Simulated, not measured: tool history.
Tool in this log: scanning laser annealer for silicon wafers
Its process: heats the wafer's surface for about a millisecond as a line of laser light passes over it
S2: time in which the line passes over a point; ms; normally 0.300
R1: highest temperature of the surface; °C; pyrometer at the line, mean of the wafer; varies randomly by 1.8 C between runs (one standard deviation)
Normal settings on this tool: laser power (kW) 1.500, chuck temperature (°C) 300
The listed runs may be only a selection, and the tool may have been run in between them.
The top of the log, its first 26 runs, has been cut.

Run 27, hour 159.5: usual settings but laser power (kW) 1.596, S2 0.365 ms. Result: R1 1121 °C.
Run 28, hour 164.7: usual settings but chuck temperature (°C) 266. Result: R1 948 °C.
Run 29, hour 171.9: usual settings but laser power (kW) 1.524, S2 0.260 ms, chuck temperature (°C) 282. Result: R1 921 °C.
Run 30, hour 179.3: usual settings but laser power (kW) 1.524, S2 0.260 ms, chuck temperature (°C) 282. Result: R1 921 °C.
Run 31, hour 185.9: usual settings but laser power (kW) 1.281, S2 0.243 ms, chuck temperature (°C) 282. Result: R1 781 °C.
Run 32, hour 194.8: usual settings but laser power (kW) 1.281, S2 0.269 ms, chuck temperature (°C) 275. Result: R1 803 °C.
Run 33, hour 200.2: usual settings but laser power (kW) 1.281, S2 0.360 ms, chuck temperature (°C) 275. Result: R1 905 °C.
Run 34, hour 207.8: usual settings but S2 0.255 ms. Result: R1 917 °C.
Run 35, hour 211.7: usual settings but laser power (kW) 1.287, S2 0.255 ms, chuck temperature (°C) 317. Result: R1 832 °C.
At hour 223.9: optics aligned, line set to its width.
Run 36, hour 224.4: usual settings but laser power (kW) 1.450, S2 0.287 ms, chuck temperature (°C) 328. Result: R1 976 °C.
Run 37, hour 231.9: usual settings but laser power (kW) 1.450, S2 0.287 ms, chuck temperature (°C) 328. Result: R1 978 °C.
Run 38, hour 241.3: usual settings but laser power (kW) 1.305, S2 0.307 ms, chuck temperature (°C) 328. Result: R1 924 °C.
Run 39, hour 247.7: usual settings but laser power (kW) 1.623, S2 0.315 ms, chuck temperature (°C) 289. Result: R1 1069 °C.
Run 40, hour 253.2: usual settings but laser power (kW) 1.623, S2 0.315 ms, chuck temperature (°C) 289. Result: R1 1067 °C.
Run 41, hour 257.8: usual settings but laser power (kW) 1.310, S2 0.266 ms, chuck temperature (°C) 289. Result: R1 840 °C.
Run 42, hour 266.5: usual settings but chuck temperature (°C) 276. Result: R1 967 °C.

Predict each of these 3 candidate next runs independently; none follows another, all start after run 42:
Run A, hour 271.7: usual settings but laser power (kW) 1.503, S2 0.338 ms, chuck temperature (°C) 334. Result: R1 ?.
Run B, hour 271.7: usual settings but laser power (kW) 1.473, chuck temperature (°C) 291. Result: R1 ?.
Run C, hour 271.7: usual settings but laser power (kW) 1.422, S2 0.212 ms, chuck temperature (°C) 317. Result: R1 ?.

run    R1
  A  1079
  B   970
  C   846
Had the tool no hidden state, the same runs would have come out as:
run    R1
  A  1099
  B   988
  C   860
